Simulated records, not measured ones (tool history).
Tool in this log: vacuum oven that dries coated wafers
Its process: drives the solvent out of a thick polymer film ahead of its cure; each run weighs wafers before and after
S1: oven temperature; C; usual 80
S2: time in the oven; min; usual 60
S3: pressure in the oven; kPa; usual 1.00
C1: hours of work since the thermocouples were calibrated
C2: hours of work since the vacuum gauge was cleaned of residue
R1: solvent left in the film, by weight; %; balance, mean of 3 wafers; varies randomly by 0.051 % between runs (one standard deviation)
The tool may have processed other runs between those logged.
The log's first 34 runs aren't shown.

{"run": 35, "hour": 400.2, "S1": 67, "S2": 40, "S3": 1.45, "C1": 617, "C2": 534, "R1": 6.39}
{"hour": 412.2, "done": "oven's thermocouples calibrated"}
{"run": 36, "hour": 416.0, "S1": 85, "S2": 78, "S3": 1.45, "C1": 3, "C2": 544, "R1": 0.73}
{"run": 37, "hour": 423.7, "S1": 92, "S2": 55, "S3": 1.0, "C1": 8, "C2": 550, "R1": 0.48}
{"run": 38, "hour": 435.6, "S1": 92, "S2": 41, "S3": 1.03, "C1": 17, "C2": 558, "R1": 0.77}
{"run": 39, "hour": 452.4, "S1": 84, "S2": 60, "S3": 1.0, "C1": 29, "C2": 570, "R1": 0.87}
{"run": 40, "hour": 460.4, "S1": 84, "S2": 60, "S3": 1.0, "C1": 35, "C2": 576, "R1": 0.8}
{"run": 41, "hour": 469.5, "S1": 84, "S2": 60, "S3": 1.0, "C1": 42, "C2": 583, "R1": 0.79}
{"run": 42, "hour": 480.7, "S1": 78, "S2": 34, "S3": 2.53, "C1": 50, "C2": 591, "R1": 4.5}
{"run": 43, "hour": 493.1, "S1": 70, "S2": 37, "S3": 0.72, "C1": 59, "C2": 600, "R1": 5.5}
{"run": 44, "hour": 504.0, "S1": 84, "S2": 88, "S3": 1.65, "C1": 67, "C2": 608, "R1": 0.77}
{"run": 45, "hour": 511.1, "S1": 78, "S2": 60, "S3": 2.45, "C1": 72, "C2": 613, "R1": 2.29}
{"run": 46, "hour": 522.1, "S1": 80, "S2": 47, "S3": 1.0, "C1": 80, "C2": 621, "R1": 1.8}

5 options for the next run, each taken on its own from the tool as it stands now. Forecast them:
{"run": "A", "hour": 535.3, "S1": 68, "S2": 52, "S3": 1.08, "C1": 89, "C2": 631, "R1": "?"}
{"run": "B", "hour": 535.3, "S1": 80, "S2": 47, "S3": 3.82, "C1": 89, "C2": 631, "R1": "?"}
{"run": "C", "hour": 535.3, "S1": 80, "S2": 51, "S3": 1.08, "C1": 89, "C2": 631, "R1": "?"}
{"run": "D", "hour": 535.3, "S1": 68, "S2": 33, "S3": 1.8, "C1": 89, "C2": 631, "R1": "?"}
{"run": "E", "hour": 535.3, "S1": 95, "S2": 71, "S3": 2.71, "C1": 89, "C2": 631, "R1": "?"}

run=A R1=4.34
run=B R1=3.36
run=C R1=1.67
run=D R1=7.48
run=E R1=0.77
What these runs would have given with no unlogged condition in the tool:
run=A R1=4.33
run=B R1=3.35
run=C R1=1.67
run=D R1=7.47
run=E R1=0.77

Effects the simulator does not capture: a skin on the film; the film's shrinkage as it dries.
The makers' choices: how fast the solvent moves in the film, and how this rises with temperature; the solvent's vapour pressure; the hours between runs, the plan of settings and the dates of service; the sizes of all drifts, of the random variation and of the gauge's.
